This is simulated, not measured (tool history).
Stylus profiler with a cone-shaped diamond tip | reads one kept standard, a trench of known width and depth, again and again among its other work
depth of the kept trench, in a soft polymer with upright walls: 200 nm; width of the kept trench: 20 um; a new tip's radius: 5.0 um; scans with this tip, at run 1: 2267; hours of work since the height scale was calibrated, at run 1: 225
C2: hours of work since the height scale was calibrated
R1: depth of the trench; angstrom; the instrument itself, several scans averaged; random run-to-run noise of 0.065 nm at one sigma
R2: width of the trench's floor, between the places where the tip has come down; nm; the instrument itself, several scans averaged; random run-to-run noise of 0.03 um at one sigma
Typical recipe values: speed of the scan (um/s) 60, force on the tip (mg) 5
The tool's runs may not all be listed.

run 1 hour=0 | speed_of_the_scan_(um/s)=60 force_on_the_tip_(mg)=5 | scans_with_this_tip=2267 C2=225 | R1=2046.5 R2=16680
run 2 hour=12.3 | speed_of_the_scan_(um/s)=62 force_on_the_tip_(mg)=5 | scans_with_this_tip=2343 C2=233 | R1=2045.4 R2=16640
run 3 hour=23.1 | speed_of_the_scan_(um/s)=62 force_on_the_tip_(mg)=5 | scans_with_this_tip=2409 C2=239 | R1=2047.6 R2=16570
run 4 hour=30.9 | speed_of_the_scan_(um/s)=66 force_on_the_tip_(mg)=5 | scans_with_this_tip=2457 C2=244 | R1=2046.8 R2=16560
run 5 hour=38.4 | speed_of_the_scan_(um/s)=66 force_on_the_tip_(mg)=5 | scans_with_this_tip=2503 C2=249 | R1=2047 R2=16600
run 6 hour=47.9 | speed_of_the_scan_(um/s)=66 force_on_the_tip_(mg)=5 | scans_with_this_tip=2561 C2=255 | R1=2046 R2=16590
run 7 hour=58.4 | speed_of_the_scan_(um/s)=66 force_on_the_tip_(mg)=5 | scans_with_this_tip=2626 C2=261 | R1=2045.6 R2=16600
run 8 hour=69.1 | speed_of_the_scan_(um/s)=66 force_on_the_tip_(mg)=13.04 | scans_with_this_tip=2691 C2=268 | R1=2089.3 R2=16690
run 9 hour=76 | speed_of_the_scan_(um/s)=66 force_on_the_tip_(mg)=13.04 | scans_with_this_tip=2734 C2=272 | R1=2089.3 R2=16650
run 10 hour=83.6 | speed_of_the_scan_(um/s)=66 force_on_the_tip_(mg)=13.04 | scans_with_this_tip=2780 C2=276 | R1=2090.1 R2=16670
run 11 hour=96.7 | speed_of_the_scan_(um/s)=66 force_on_the_tip_(mg)=13.04 | scans_with_this_tip=2861 C2=284 | R1=2088.5 R2=16630
run 12 hour=111.4 | speed_of_the_scan_(um/s)=66 force_on_the_tip_(mg)=13.04 | scans_with_this_tip=2951 C2=293 | R1=2089 R2=16670
run 13 hour=123.1 | speed_of_the_scan_(um/s)=60 force_on_the_tip_(mg)=2.74 | scans_with_this_tip=3023 C2=300 | R1=2028.2 R2=16450
run 14 hour=137.6 | speed_of_the_scan_(um/s)=60 force_on_the_tip_(mg)=2.74 | scans_with_this_tip=3112 C2=309 | R1=2028.8 R2=16480
run 15 hour=146.7 | speed_of_the_scan_(um/s)=60 force_on_the_tip_(mg)=2.74 | scans_with_this_tip=3168 C2=315 | R1=2029.5 R2=16450
run 16 hour=154.8 | speed_of_the_scan_(um/s)=60 force_on_the_tip_(mg)=2.74 | scans_with_this_tip=3217 C2=320 | R1=2028.7 R2=16480
run 17 hour=163.3 | speed_of_the_scan_(um/s)=49 force_on_the_tip_(mg)=5 | scans_with_this_tip=3269 C2=325 | R1=2045.1 R2=16570
run 18 hour=176.8 | speed_of_the_scan_(um/s)=60 force_on_the_tip_(mg)=5 | scans_with_this_tip=3352 C2=333 | R1=2045.1 R2=16560
run 19 hour=183.6 | speed_of_the_scan_(um/s)=60 force_on_the_tip_(mg)=5 | scans_with_this_tip=3394 C2=337 | R1=2045.6 R2=16510
run 20 hour=195.2 | speed_of_the_scan_(um/s)=93 force_on_the_tip_(mg)=5 | scans_with_this_tip=3465 C2=344 | R1=2046.6 R2=16360
run 21 hour=209.4 | speed_of_the_scan_(um/s)=93 force_on_the_tip_(mg)=5 | scans_with_this_tip=3552 C2=353 | R1=2045.4 R2=16390
run 22 hour=218 | speed_of_the_scan_(um/s)=60 force_on_the_tip_(mg)=3.5 | scans_with_this_tip=3605 C2=358 | R1=2034.3 R2=16430
run 23 hour=230.2 | speed_of_the_scan_(um/s)=60 force_on_the_tip_(mg)=3.5 | scans_with_this_tip=3680 C2=366 | R1=2034.3 R2=16450
run 24 hour=244.5 | speed_of_the_scan_(um/s)=60 force_on_the_tip_(mg)=5 | scans_with_this_tip=3768 C2=375 | R1=2045.1 R2=16440
run 25 hour=259.6 | speed_of_the_scan_(um/s)=108 force_on_the_tip_(mg)=12.89 | scans_with_this_tip=3861 C2=384 | R1=2089 R2=16420
run 26 hour=269.5 | speed_of_the_scan_(um/s)=80 force_on_the_tip_(mg)=2.17 | scans_with_this_tip=3921 C2=390 | R1=2025.4 R2=16240
run 27 hour=277 | speed_of_the_scan_(um/s)=80 force_on_the_tip_(mg)=2.17 | scans_with_this_tip=3967 C2=394 | R1=2025 R2=16220
run 28 hour=291.4 | speed_of_the_scan_(um/s)=46 force_on_the_tip_(mg)=2.17 | scans_with_this_tip=4056 C2=403 | R1=2023.9 R2=16370
run 29 hour=299 | speed_of_the_scan_(um/s)=46 force_on_the_tip_(mg)=2.17 | scans_with_this_tip=4102 C2=408 | R1=2025.2 R2=16370
run 30 hour=308.3 | speed_of_the_scan_(um/s)=19 force_on_the_tip_(mg)=7.1 | scans_with_this_tip=4160 C2=414 | R1=2059.5 R2=16600
run 31 hour=315.7 | speed_of_the_scan_(um/s)=22 force_on_the_tip_(mg)=2.6 | scans_with_this_tip=4205 C2=418 | R1=2028.5 R2=16520
run 32 hour=323.3 | speed_of_the_scan_(um/s)=22 force_on_the_tip_(mg)=2.6 | scans_with_this_tip=4251 C2=423 | R1=2027.8 R2=16460
run 33 hour=331.6 | speed_of_the_scan_(um/s)=39 force_on_the_tip_(mg)=12.22 | scans_with_this_tip=4302 C2=428 | R1=2084.8 R2=16530
run 34 hour=345.2 | speed_of_the_scan_(um/s)=34 force_on_the_tip_(mg)=5 | scans_with_this_tip=4386 C2=436 | R1=2045.2 R2=16500
run 35 hour=361.2 | speed_of_the_scan_(um/s)=34 force_on_the_tip_(mg)=5 | scans_with_this_tip=4484 C2=446 | R1=2044.3 R2=16440
run 36 hour=368.2 | speed_of_the_scan_(um/s)=34 force_on_the_tip_(mg)=5 | scans_with_this_tip=4527 C2=450 | R1=2045.3 R2=16420
run 37 hour=377.3 | speed_of_the_scan_(um/s)=131 force_on_the_tip_(mg)=4.73 | scans_with_this_tip=4583 C2=456 | R1=2043.1 R2=16110
run 38 hour=387 | speed_of_the_scan_(um/s)=131 force_on_the_tip_(mg)=4.73 | scans_with_this_tip=4642 C2=461 | R1=2041.4 R2=16100

What does the tool deliver on the next run?
run 39 hour=396.3 | speed_of_the_scan_(um/s)=16 force_on_the_tip_(mg)=1.75 | scans_with_this_tip=4700 C2=467 | R1=? R2=?

{"run 39": {"R1": 2019.8, "R2": 16390}}
Take away the tool's hidden state, keep the run-to-run variation as it was, and the same run would have given R1 2023.5 angstrom, R2 17060 nm.
